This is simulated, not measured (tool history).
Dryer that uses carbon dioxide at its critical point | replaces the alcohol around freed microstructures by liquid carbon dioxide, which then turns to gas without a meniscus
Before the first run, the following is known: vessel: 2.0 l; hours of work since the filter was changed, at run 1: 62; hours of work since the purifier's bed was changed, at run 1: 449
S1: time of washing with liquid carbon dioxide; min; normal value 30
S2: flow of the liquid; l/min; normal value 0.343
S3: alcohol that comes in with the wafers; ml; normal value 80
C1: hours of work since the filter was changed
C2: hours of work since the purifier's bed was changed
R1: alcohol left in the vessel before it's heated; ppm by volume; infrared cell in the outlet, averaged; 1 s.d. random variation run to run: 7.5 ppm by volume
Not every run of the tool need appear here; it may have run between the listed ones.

Run 1, hour 0.0: usual settings; C1 62; C2 449. Result: R1 424 ppm by volume.
Run 2, hour 21.3: usual settings; C1 69; C2 456. Result: R1 432 ppm by volume.
Run 3, hour 40.1: usual settings; C1 76; C2 463. Result: R1 440 ppm by volume.
Run 4, hour 72.8: usual settings; C1 88; C2 474. Result: R1 434 ppm by volume.
Run 5, hour 110.4: usual settings; C1 101; C2 488. Result: R1 442 ppm by volume.
Run 6, hour 138.7: usual settings but S1 19 min; C1 111; C2 498. Result: R1 2280 ppm by volume.
Run 7, hour 173.5: usual settings; C1 123; C2 510. Result: R1 452 ppm by volume.
Run 8, hour 206.7: usual settings but S2 0.345 l/min; C1 135; C2 522. Result: R1 432 ppm by volume.
Run 9, hour 235.0: usual settings but S1 34 min, S2 0.345 l/min; C1 145; C2 531. Result: R1 257 ppm by volume.
Run 10, hour 262.9: usual settings but S2 0.314 l/min; C1 155; C2 541. Result: R1 682 ppm by volume.
Run 11, hour 289.2: usual settings but S2 0.314 l/min; C1 164; C2 551. Result: R1 693 ppm by volume.
Run 12, hour 318.3: usual settings but S3 30 ml; C1 174; C2 561. Result: R1 196 ppm by volume.
Run 13, hour 335.7: usual settings; C1 180; C2 567. Result: R1 486 ppm by volume.
Run 14, hour 374.8: usual settings; C1 194; C2 581. Result: R1 491 ppm by volume.
Run 15, hour 402.0: usual settings but S2 0.447 l/min, S3 102 ml; C1 203; C2 590. Result: R1 158 ppm by volume.
Run 16, hour 423.1: usual settings but S1 19 min, S2 0.223 l/min, S3 38 ml; C1 211; C2 598. Result: R1 3320 ppm by volume.
Run 17, hour 455.1: usual settings but S1 19 min, S2 0.240 l/min, S3 39 ml; C1 222; C2 609. Result: R1 2882 ppm by volume.
Run 18, hour 488.3: usual settings but S1 19 min, S2 0.236 l/min, S3 29 ml; C1 234; C2 621. Result: R1 2287 ppm by volume.
Run 19, hour 511.0: usual settings but S1 35 min, S2 0.310 l/min; C1 242; C2 629. Result: R1 429 ppm by volume.
Run 20, hour 529.6: usual settings but S1 23 min, S2 0.383 l/min, S3 21 ml; C1 248; C2 635. Result: R1 271 ppm by volume.
Run 21, hour 547.6: usual settings but S1 37 min, S2 0.211 l/min, S3 63 ml; C1 255; C2 641. Result: R1 1294 ppm by volume.
Run 22, hour 572.9: usual settings but S1 37 min, S2 0.503 l/min, S3 38 ml; C1 264; C2 650. Result: R1 29 ppm by volume.
Run 23, hour 610.2: usual settings but S1 37 min, S2 0.503 l/min, S3 38 ml; C1 277; C2 664. Result: R1 35 ppm by volume.
At hour 634.5: inlet filter changed.
Run 24, hour 635.2: usual settings but S2 0.234 l/min; C1 0; C2 672. Result: R1 1863 ppm by volume.
Run 25, hour 657.2: usual settings but S2 0.280 l/min; C1 8; C2 680. Result: R1 987 ppm by volume.
Run 26, hour 676.3: usual settings but S2 0.280 l/min; C1 15; C2 686. Result: R1 980 ppm by volume.
Run 27, hour 694.6: usual settings but S1 37 min, S2 0.280 l/min, S3 46 ml; C1 21; C2 693. Result: R1 258 ppm by volume.

What if the next run were any one of these 5? Each begins from the tool's condition after run 27:
Run A, hour 716.3: usual settings but S2 0.236 l/min, S3 36 ml; C1 29; C2 701. Result: R1 ?.
Run B, hour 716.3: usual settings but S1 37 min, S2 0.280 l/min, S3 60 ml; C1 29; C2 701. Result: R1 ?.
Run C, hour 716.3: usual settings but S1 43 min, S2 0.355 l/min, S3 46 ml; C1 29; C2 701. Result: R1 ?.
Run D, hour 716.3: usual settings but S3 74 ml; C1 29; C2 701. Result: R1 ?.
Run E, hour 716.3: usual settings but S2 0.554 l/min; C1 29; C2 701. Result: R1 ?.

run   R1
  A  834
  B  335
  C   39
  D  395
  E   46
Stripped of hidden state, with their random variation kept, the same runs would have yielded:
run   R1
  A  774
  B  291
  C   14
  D  346
  E   20
